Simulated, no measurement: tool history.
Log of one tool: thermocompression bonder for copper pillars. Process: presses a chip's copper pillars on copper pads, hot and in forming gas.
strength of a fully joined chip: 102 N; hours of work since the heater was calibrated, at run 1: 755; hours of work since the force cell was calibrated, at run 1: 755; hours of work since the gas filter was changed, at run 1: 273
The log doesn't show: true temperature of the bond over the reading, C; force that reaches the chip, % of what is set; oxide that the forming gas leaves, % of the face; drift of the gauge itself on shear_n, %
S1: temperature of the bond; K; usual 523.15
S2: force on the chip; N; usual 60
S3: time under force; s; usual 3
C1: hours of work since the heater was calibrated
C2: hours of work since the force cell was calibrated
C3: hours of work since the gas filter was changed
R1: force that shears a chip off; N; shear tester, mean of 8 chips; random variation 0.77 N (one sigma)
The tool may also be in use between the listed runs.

{"run": 1, "day": 0.0, "S1": 523.15, "S2": 60, "S3": 3, "C1": 755, "C2": 755, "C3": 273, "R1": 55.2}
{"run": 2, "day": 1.304, "S1": 523.15, "S2": 60, "S3": 2, "C1": 771, "C2": 771, "C3": 289, "R1": 48.4}
{"run": 3, "day": 3.308, "S1": 523.15, "S2": 60, "S3": 2, "C1": 796, "C2": 796, "C3": 315, "R1": 48.3}
{"run": 4, "day": 5.379, "S1": 523.15, "S2": 60, "S3": 2, "C1": 822, "C2": 822, "C3": 341, "R1": 47.3}
{"run": 5, "day": 6.896, "S1": 523.15, "S2": 60, "S3": 2, "C1": 841, "C2": 841, "C3": 360, "R1": 47.3}
{"run": 6, "day": 8.888, "S1": 523.15, "S2": 60, "S3": 2, "C1": 866, "C2": 866, "C3": 384, "R1": 45.1}
{"run": 7, "day": 10.15, "S1": 523.15, "S2": 38, "S3": 3, "C1": 882, "C2": 882, "C3": 400, "R1": 41.0}
{"run": 8, "day": 11.112, "S1": 523.15, "S2": 60, "S3": 7, "C1": 894, "C2": 894, "C3": 412, "R1": 68.0}
{"day": 12.392, "done": "forming gas filter changed"}
{"run": 9, "day": 13.067, "S1": 523.15, "S2": 46, "S3": 7, "C1": 918, "C2": 918, "C3": 8, "R1": 64.6}
{"run": 10, "day": 13.983, "S1": 523.15, "S2": 46, "S3": 7, "C1": 930, "C2": 930, "C3": 20, "R1": 66.7}
{"run": 11, "day": 15.129, "S1": 523.15, "S2": 60, "S3": 3, "C1": 944, "C2": 944, "C3": 34, "R1": 58.8}
{"run": 12, "day": 17.15, "S1": 523.15, "S2": 48, "S3": 3, "C1": 969, "C2": 969, "C3": 60, "R1": 51.9}
{"run": 13, "day": 19.1, "S1": 523.15, "S2": 71, "S3": 3, "C1": 994, "C2": 994, "C3": 84, "R1": 61.2}
{"run": 14, "day": 20.558, "S1": 523.15, "S2": 60, "S3": 3, "C1": 1012, "C2": 1012, "C3": 102, "R1": 56.5}
{"run": 15, "day": 22.621, "S1": 530.15, "S2": 60, "S3": 3, "C1": 1038, "C2": 1038, "C3": 128, "R1": 60.6}
{"run": 16, "day": 24.042, "S1": 530.15, "S2": 60, "S3": 3, "C1": 1056, "C2": 1056, "C3": 146, "R1": 60.7}
{"run": 17, "day": 25.921, "S1": 514.15, "S2": 60, "S3": 3, "C1": 1079, "C2": 1079, "C3": 170, "R1": 51.1}
{"run": 18, "day": 27.462, "S1": 523.15, "S2": 60, "S3": 3, "C1": 1099, "C2": 1099, "C3": 189, "R1": 55.8}
{"run": 19, "day": 29.333, "S1": 523.15, "S2": 60, "S3": 3, "C1": 1122, "C2": 1122, "C3": 212, "R1": 56.7}
{"run": 20, "day": 31.517, "S1": 523.15, "S2": 60, "S3": 3, "C1": 1149, "C2": 1149, "C3": 240, "R1": 55.3}
{"run": 21, "day": 33.762, "S1": 523.15, "S2": 46, "S3": 3, "C1": 1177, "C2": 1177, "C3": 268, "R1": 48.0}
{"run": 22, "day": 35.862, "S1": 523.15, "S2": 46, "S3": 3, "C1": 1204, "C2": 1204, "C3": 294, "R1": 47.0}
{"run": 23, "day": 38.083, "S1": 510.15, "S2": 60, "S3": 3, "C1": 1232, "C2": 1232, "C3": 322, "R1": 46.1}
{"run": 24, "day": 39.008, "S1": 510.15, "S2": 60, "S3": 3, "C1": 1243, "C2": 1243, "C3": 334, "R1": 46.7}
{"run": 25, "day": 40.546, "S1": 510.15, "S2": 60, "S3": 3, "C1": 1262, "C2": 1262, "C3": 353, "R1": 47.1}
{"run": 26, "day": 42.808, "S1": 510.15, "S2": 60, "S3": 2, "C1": 1291, "C2": 1291, "C3": 381, "R1": 40.0}
{"run": 27, "day": 44.804, "S1": 523.15, "S2": 60, "S3": 3, "C1": 1316, "C2": 1316, "C3": 406, "R1": 51.4}
{"run": 28, "day": 46.258, "S1": 542.15, "S2": 67, "S3": 3, "C1": 1334, "C2": 1334, "C3": 424, "R1": 64.4}
{"day": 46.608, "done": "forming gas filter changed"}
{"run": 29, "day": 47.525, "S1": 542.15, "S2": 67, "S3": 3, "C1": 1350, "C2": 1350, "C3": 11, "R1": 72.2}
{"run": 30, "day": 49.692, "S1": 510.15, "S2": 46, "S3": 2, "C1": 1377, "C2": 1377, "C3": 39, "R1": 37.1}
{"run": 31, "day": 51.625, "S1": 523.15, "S2": 60, "S3": 2, "C1": 1401, "C2": 1401, "C3": 63, "R1": 50.8}
{"run": 32, "day": 53.25, "S1": 523.15, "S2": 60, "S3": 2, "C1": 1421, "C2": 1421, "C3": 83, "R1": 51.5}
{"run": 33, "day": 54.912, "S1": 523.15, "S2": 37, "S3": 3, "C1": 1442, "C2": 1442, "C3": 104, "R1": 44.2}
{"run": 34, "day": 56.246, "S1": 523.15, "S2": 55, "S3": 3, "C1": 1459, "C2": 1459, "C3": 121, "R1": 54.6}
{"run": 35, "day": 57.379, "S1": 520.15, "S2": 60, "S3": 9, "C1": 1473, "C2": 1473, "C3": 135, "R1": 73.3}
{"run": 36, "day": 59.333, "S1": 511.15, "S2": 42, "S3": 3, "C1": 1498, "C2": 1498, "C3": 159, "R1": 40.8}
{"run": 37, "day": 61.579, "S1": 511.15, "S2": 42, "S3": 3, "C1": 1526, "C2": 1526, "C3": 188, "R1": 40.5}
{"run": 38, "day": 62.708, "S1": 511.15, "S2": 42, "S3": 3, "C1": 1540, "C2": 1540, "C3": 202, "R1": 39.3}
{"run": 39, "day": 63.738, "S1": 523.15, "S2": 74, "S3": 3, "C1": 1553, "C2": 1553, "C3": 215, "R1": 61.8}

4 ways to go on from here, each from the tool as it stands after run 39. What would each give?
{"run": "A", "day": 64.762, "S1": 523.15, "S2": 42, "S3": 3, "C1": 1566, "C2": 1566, "C3": 227, "R1": "?"}
{"run": "B", "day": 64.762, "S1": 533.15, "S2": 69, "S3": 3, "C1": 1566, "C2": 1566, "C3": 227, "R1": "?"}
{"run": "C", "day": 64.762, "S1": 523.15, "S2": 60, "S3": 2, "C1": 1566, "C2": 1566, "C3": 227, "R1": "?"}
{"run": "D", "day": 64.762, "S1": 493.15, "S2": 67, "S3": 5, "C1": 1566, "C2": 1566, "C3": 227, "R1": "?"}

run=A R1=47.1
run=B R1=63.4
run=C R1=47.1
run=D R1=47.7
Without the tool's hidden state the same runs would have given:
run=A R1=50.7
run=B R1=68.1
run=C R1=50.7
run=D R1=51.7

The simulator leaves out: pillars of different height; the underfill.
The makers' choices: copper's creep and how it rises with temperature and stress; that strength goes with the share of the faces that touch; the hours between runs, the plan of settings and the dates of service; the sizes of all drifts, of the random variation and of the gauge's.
